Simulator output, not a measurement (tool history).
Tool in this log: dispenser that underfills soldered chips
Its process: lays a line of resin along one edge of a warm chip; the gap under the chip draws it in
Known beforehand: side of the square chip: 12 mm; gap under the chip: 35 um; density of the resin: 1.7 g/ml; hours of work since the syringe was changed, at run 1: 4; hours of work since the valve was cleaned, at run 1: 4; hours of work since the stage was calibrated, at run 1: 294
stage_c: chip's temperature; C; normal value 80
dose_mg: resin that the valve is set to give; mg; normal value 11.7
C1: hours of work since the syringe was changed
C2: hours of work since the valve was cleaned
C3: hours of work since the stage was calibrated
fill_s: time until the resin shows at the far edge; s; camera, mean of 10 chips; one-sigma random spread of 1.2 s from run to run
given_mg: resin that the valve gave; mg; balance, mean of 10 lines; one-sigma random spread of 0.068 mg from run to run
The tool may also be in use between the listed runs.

run 1 hour=0 | stage_c=80 dose_mg=11.7 | C1=4 C2=4 C3=294 | fill_s=152.2 given_mg=11.68
run 2 hour=8 | stage_c=80 dose_mg=11.7 | C1=10 C2=10 C3=300 | fill_s=179.3 given_mg=11.55
-- hour=10.8 new syringe of resin
run 3 hour=15.4 | stage_c=80 dose_mg=11.7 | C1=3 C2=15 C3=305 | fill_s=142.8 given_mg=11.61
run 4 hour=23.4 | stage_c=80 dose_mg=11.7 | C1=9 C2=21 C3=310 | fill_s=172.8 given_mg=11.53
-- hour=27.8 new syringe of resin
run 5 hour=30.6 | stage_c=80 dose_mg=11.7 | C1=2 C2=26 C3=315 | fill_s=136.2 given_mg=11.41
run 6 hour=36.4 | stage_c=80 dose_mg=10.7 | C1=6 C2=30 C3=319 | fill_s=158.7 given_mg=10.48
run 7 hour=43.6 | stage_c=80 dose_mg=10.7 | C1=11 C2=35 C3=324 | fill_s=187 given_mg=10.39
-- hour=45.1 new syringe of resin
run 8 hour=52.1 | stage_c=80 dose_mg=11.7 | C1=5 C2=40 C3=330 | fill_s=151.9 given_mg=11.29
run 9 hour=61.5 | stage_c=80 dose_mg=11.7 | C1=12 C2=47 C3=337 | fill_s=192.9 given_mg=11.12
-- hour=62.6 new syringe of resin
run 10 hour=71.3 | stage_c=80 dose_mg=11.7 | C1=6 C2=54 C3=343 | fill_s=156.2 given_mg=11.15
-- hour=73.6 dispensing valve cleaned and set on the balance
run 11 hour=79.6 | stage_c=95 dose_mg=11.7 | C1=11 C2=4 C3=349 | fill_s=112.8 given_mg=11.66
-- hour=80.7 new syringe of resin
run 12 hour=86.3 | stage_c=95 dose_mg=11.7 | C1=4 C2=9 C3=353 | fill_s=87.9 given_mg=11.59
run 13 hour=92 | stage_c=80 dose_mg=11.7 | C1=8 C2=13 C3=357 | fill_s=170.1 given_mg=11.55
-- hour=97.8 new syringe of resin
run 14 hour=102.3 | stage_c=81 dose_mg=11.7 | C1=3 C2=20 C3=364 | fill_s=136.9 given_mg=11.42
run 15 hour=112.4 | stage_c=80 dose_mg=11.7 | C1=10 C2=27 C3=371 | fill_s=184.4 given_mg=11.37
-- hour=114.9 new syringe of resin
run 16 hour=117.8 | stage_c=80 dose_mg=11.7 | C1=2 C2=30 C3=375 | fill_s=137.2 given_mg=11.47
run 17 hour=126.7 | stage_c=80 dose_mg=11.7 | C1=8 C2=37 C3=381 | fill_s=174.9 given_mg=11.19
-- hour=132.1 new syringe of resin
run 18 hour=132.4 | stage_c=80 dose_mg=10 | C1=0 C2=40 C3=385 | fill_s=140.8 given_mg=9.64
run 19 hour=142.8 | stage_c=88 dose_mg=10.9 | C1=7 C2=48 C3=392 | fill_s=131.8 given_mg=10.36
-- hour=149.5 new syringe of resin
run 20 hour=149.8 | stage_c=80 dose_mg=13 | C1=0 C2=52 C3=397 | fill_s=129 given_mg=12.27
-- hour=154 dispensing valve cleaned and set on the balance
run 21 hour=155.4 | stage_c=80 dose_mg=13 | C1=3 C2=1 C3=400 | fill_s=143.7 given_mg=13.02
run 22 hour=163.1 | stage_c=80 dose_mg=13 | C1=9 C2=6 C3=405 | fill_s=170.9 given_mg=12.97
-- hour=167.8 new syringe of resin
run 23 hour=173.1 | stage_c=92 dose_mg=10.3 | C1=4 C2=13 C3=412 | fill_s=103.6 given_mg=10.21
run 24 hour=180.6 | stage_c=66 dose_mg=14 | C1=9 C2=18 C3=417 | fill_s=298.7 given_mg=13.76
-- hour=184.9 new syringe of resin
run 25 hour=188.2 | stage_c=93 dose_mg=11.7 | C1=2 C2=24 C3=423 | fill_s=90.8 given_mg=11.4
run 26 hour=194.3 | stage_c=80 dose_mg=15.2 | C1=7 C2=28 C3=427 | fill_s=161.8 given_mg=14.84
run 27 hour=201.1 | stage_c=93 dose_mg=13.2 | C1=11 C2=33 C3=432 | fill_s=120.1 given_mg=12.84
-- hour=201.9 new syringe of resin
run 28 hour=207.7 | stage_c=78 dose_mg=14.9 | C1=4 C2=37 C3=436 | fill_s=158.1 given_mg=14.31
run 29 hour=215.5 | stage_c=80 dose_mg=10.4 | C1=10 C2=43 C3=442 | fill_s=192.8 given_mg=9.93
-- hour=219 new syringe of resin
run 30 hour=223.8 | stage_c=75 dose_mg=10.4 | C1=3 C2=48 C3=447 | fill_s=187.1 given_mg=9.92
-- hour=234.1 dispensing valve cleaned and set on the balance
run 31 hour=234.9 | stage_c=77 dose_mg=12.3 | C1=10 C2=1 C3=454 | fill_s=207.8 given_mg=12.35
-- hour=237 new syringe of resin
run 32 hour=243.8 | stage_c=77 dose_mg=12.9 | C1=5 C2=7 C3=460 | fill_s=167.8 given_mg=12.84
run 33 hour=249.3 | stage_c=88 dose_mg=11.7 | C1=9 C2=10 C3=464 | fill_s=133 given_mg=11.43
-- hour=254.2 new syringe of resin
run 34 hour=255 | stage_c=80 dose_mg=10 | C1=1 C2=14 C3=468 | fill_s=141.4 given_mg=9.9

Alternative continuations, all from the tool just after run 34; predict every row:
run A hour=264.2 | stage_c=80 dose_mg=11.7 | C1=7 C2=21 C3=474 | fill_s=? given_mg=?
run B hour=264.2 | stage_c=67 dose_mg=12 | C1=7 C2=21 C3=474 | fill_s=? given_mg=?
run C hour=264.2 | stage_c=80 dose_mg=12.8 | C1=7 C2=21 C3=474 | fill_s=? given_mg=?
run D hour=264.2 | stage_c=69 dose_mg=10 | C1=7 C2=21 C3=474 | fill_s=? given_mg=?

run=A fill_s=170.6 given_mg=11.55
run=B fill_s=273.8 given_mg=11.74
run=C fill_s=167.4 given_mg=12.52
run=D fill_s=264.5 given_mg=9.85
Take away the tool's hidden state, keep each run's random variation, and the runs would have read:
run=A fill_s=117.3 given_mg=11.76
run=B fill_s=186.5 given_mg=11.95
run=C fill_s=115.3 given_mg=12.75
run=D fill_s=179.6 given_mg=10.03
